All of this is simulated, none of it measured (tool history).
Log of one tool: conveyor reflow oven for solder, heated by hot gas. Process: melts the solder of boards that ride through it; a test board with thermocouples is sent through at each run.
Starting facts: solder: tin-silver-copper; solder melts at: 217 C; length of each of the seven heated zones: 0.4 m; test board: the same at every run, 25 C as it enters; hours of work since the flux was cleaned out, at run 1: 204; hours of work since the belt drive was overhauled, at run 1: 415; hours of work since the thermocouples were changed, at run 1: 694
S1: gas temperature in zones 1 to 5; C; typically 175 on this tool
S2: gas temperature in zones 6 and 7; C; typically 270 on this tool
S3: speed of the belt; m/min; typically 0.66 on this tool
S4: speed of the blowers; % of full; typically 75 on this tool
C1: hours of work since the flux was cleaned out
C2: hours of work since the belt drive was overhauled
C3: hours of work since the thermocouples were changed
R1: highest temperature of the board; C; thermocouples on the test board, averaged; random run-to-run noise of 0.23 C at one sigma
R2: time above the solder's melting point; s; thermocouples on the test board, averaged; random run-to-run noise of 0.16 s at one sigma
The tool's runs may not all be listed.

| run | day | S1 | S2 | S3 | S4 | C1 | C2 | C3 | R1 | R2 |
|---|---|---|---|---|---|---|---|---|---|---|
| 1 | 0 | 175 | 270 | 0.66 | 75 | 204 | 415 | 694 | 256.1 | 58.1 |
| 2 | 0.917 | 175 | 270 | 0.66 | 75 | 219 | 431 | 710 | 256.5 | 57.6 |
| 3 | 1.367 | 175 | 270 | 0.65 | 75 | 227 | 439 | 718 | 256.5 | 59 |
| 4 | 2.142 | 175 | 270 | 0.65 | 75 | 240 | 452 | 731 | 257 | 58.8 |
| 5 | 3.104 | 175 | 270 | 0.65 | 75 | 257 | 468 | 747 | 256.6 | 58.9 |
| 6 | 3.579 | 175 | 270 | 0.65 | 75 | 265 | 477 | 756 | 256.3 | 58.9 |
|  | 3.821 | belt drive overhauled, speed set with a stopwatch |
| 7 | 4.6 | 183 | 270 | 0.66 | 75 | 280 | 13 | 770 | 257.4 | 61.4 |
| 8 | 5.15 | 175 | 270 | 0.665 | 75 | 289 | 23 | 780 | 255.7 | 56.9 |
| 9 | 5.662 | 175 | 270 | 0.66 | 75 | 298 | 32 | 788 | 256.2 | 57.9 |
| 10 | 6.225 | 175 | 270 | 0.66 | 75 | 307 | 41 | 798 | 255.9 | 57.9 |
| 11 | 7.021 | 176 | 270 | 0.66 | 75 | 321 | 55 | 812 | 256.1 | 58.2 |
|  | 7.338 | belt drive overhauled, speed set with a stopwatch, once more |
| 12 | 7.675 | 176 | 270 | 0.66 | 75 | 329 | 6 | 820 | 255.3 | 56.8 |
| 13 | 8.442 | 172 | 268 | 0.66 | 75 | 343 | 19 | 833 | 253.1 | 54 |
| 14 | 9.138 | 172 | 276 | 0.66 | 58 | 355 | 31 | 845 | 255.6 | 54.9 |
|  | 9.55 | thermocouples of zones 6 and 7 changed |
| 15 | 10.204 | 166 | 270 | 0.561 | 55 | 371 | 48 | 11 | 252.5 | 60.8 |
| 16 | 11.138 | 175 | 265 | 0.66 | 75 | 387 | 64 | 27 | 248.7 | 51.9 |
| 17 | 12.171 | 175 | 265 | 0.66 | 75 | 405 | 81 | 45 | 248.5 | 51.5 |
| 18 | 12.788 | 175 | 265 | 0.66 | 75 | 416 | 92 | 56 | 248.5 | 51.8 |
| 19 | 13.258 | 161 | 262 | 0.74 | 82 | 424 | 100 | 64 | 240.5 | 35.1 |
|  | 13.792 | flux residue cleaned out of gas plates and filters |
| 20 | 14.192 | 161 | 273 | 0.713 | 82 | 7 | 113 | 76 | 256.2 | 49.2 |
| 21 | 14.625 | 189 | 270 | 0.642 | 75 | 14 | 120 | 83 | 259 | 66.5 |

Hidden state at the last listed run before each entry between runs and at the first one after, where it differs:
Run 6 -> run 7: belt drive overhauled, speed set with a stopwatch (day 3.821)
  heat that the gas passes to the board, % of a clean oven's: 90.4 -> 90; belt's true speed, % of the reading: 99.15 -> 98.88; true gas temperature in zones 6 and 7 over the reading, C: 2.31 -> 2.35
  measured value less the no-hidden-state value, R1: +0.1 -> +0.2 C; R2: +0.1 -> +0.4 s
Run 11 -> run 12: belt drive overhauled, speed set with a stopwatch, once more (day 7.338)
  heat that the gas passes to the board, % of a clean oven's: 88.7 -> 88.4; belt's true speed, % of the reading: 98.8 -> 99.99; true gas temperature in zones 6 and 7 over the reading, C: 2.48 -> 2.51
  measured value less the no-hidden-state value, R1: -0.1 -> -0.5 C; R2: +0.2 -> -0.9 s
Run 14 -> run 15: thermocouples of zones 6 and 7 changed (day 9.55)
  heat that the gas passes to the board, % of a clean oven's: 87.7 -> 87.2; belt's true speed, % of the reading: 99.94 -> 99.91; true gas temperature in zones 6 and 7 over the reading, C: 2.58 -> 0.25
  measured value less the no-hidden-state value, R1: -0.7 -> -2.2 C; R2: -0.9 -> -2.3 s
Run 19 -> run 20: flux residue cleaned out of gas plates and filters (day 13.792)
  heat that the gas passes to the board, % of a clean oven's: 85.7 -> 99.7; belt's true speed, % of the reading: 99.82 -> 99.8; true gas temperature in zones 6 and 7 over the reading, C: 0.42 -> 0.46
  measured value less the no-hidden-state value, R1: -4 -> +0.4 C; R2: -4.6 -> +0.4 s

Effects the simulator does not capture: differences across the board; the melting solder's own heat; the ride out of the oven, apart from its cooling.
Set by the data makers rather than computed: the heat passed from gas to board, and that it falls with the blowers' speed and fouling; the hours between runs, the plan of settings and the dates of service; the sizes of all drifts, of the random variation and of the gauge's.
